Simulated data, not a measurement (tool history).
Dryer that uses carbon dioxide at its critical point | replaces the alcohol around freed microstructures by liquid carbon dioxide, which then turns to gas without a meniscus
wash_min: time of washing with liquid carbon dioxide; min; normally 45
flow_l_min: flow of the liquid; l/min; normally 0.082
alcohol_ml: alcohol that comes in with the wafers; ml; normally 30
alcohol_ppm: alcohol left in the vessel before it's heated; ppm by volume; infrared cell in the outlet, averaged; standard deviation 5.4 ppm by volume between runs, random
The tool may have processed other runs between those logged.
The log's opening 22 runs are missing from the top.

run	hour	wash_min	flow_l_min	alcohol_ml	hours of work since the filter was changed	hours of work since the purifier's bed was changed	alcohol_ppm
23	241.3	45	0.082	84	385	167	747
24	254.1	45	0.0698	37	391	173	706
25	269.1	33	0.0977	31	399	181	569
26	283.2	45	0.0851	28	407	188	225
27	297.4	45	0.0851	28	414	196	236
28	305.3	28	0.0549	59	418	200	11989
29	312.3	28	0.0549	59	422	204	12109
30	318.5	28	0.0807	59	425	207	4245
31	326.4	31	0.0567	36	429	211	5266
32	337	31	0.0567	36	434	216	5431
33	344.4	40	0.0567	36	438	220	2644
34	352.1	71	0.082	38	442	224	60
35	362.9	71	0.082	38	448	230	57
36	377.2	29	0.0626	35	455	237	4916
37	385.6	32	0.1048	48	460	242	792
38	394.3	32	0.1048	48	464	246	824
39	404.6	32	0.1048	48	470	252	824
40	414.4	28	0.1345	39	475	257	394
41	422.9	27	0.0818	51	479	261	4232
42	432.3	31	0.0818	95	484	266	4948
43	443	31	0.0818	95	490	272	5058
44	451.2	50	0.0543	61	494	276	2475
45	458	56	0.0981	64	497	279	106
46	468.1	55	0.082	118	503	285	421

Predict each of these 5 candidate next runs independently; none follows another, all start after run 46:
A	482.3	54	0.0591	75	510	292	?
B	482.3	63	0.0938	29	510	292	?
C	482.3	55	0.1246	116	510	292	?
D	482.3	45	0.1037	35	510	292	?
E	482.3	32	0.0494	84	510	292	?

run	alcohol_ppm
A	1549
B	73
C	62
D	149
E	16635
With no hidden state in the tool, these same runs would have given:
run	alcohol_ppm
A	699
B	15
C	4
D	39
E	11358
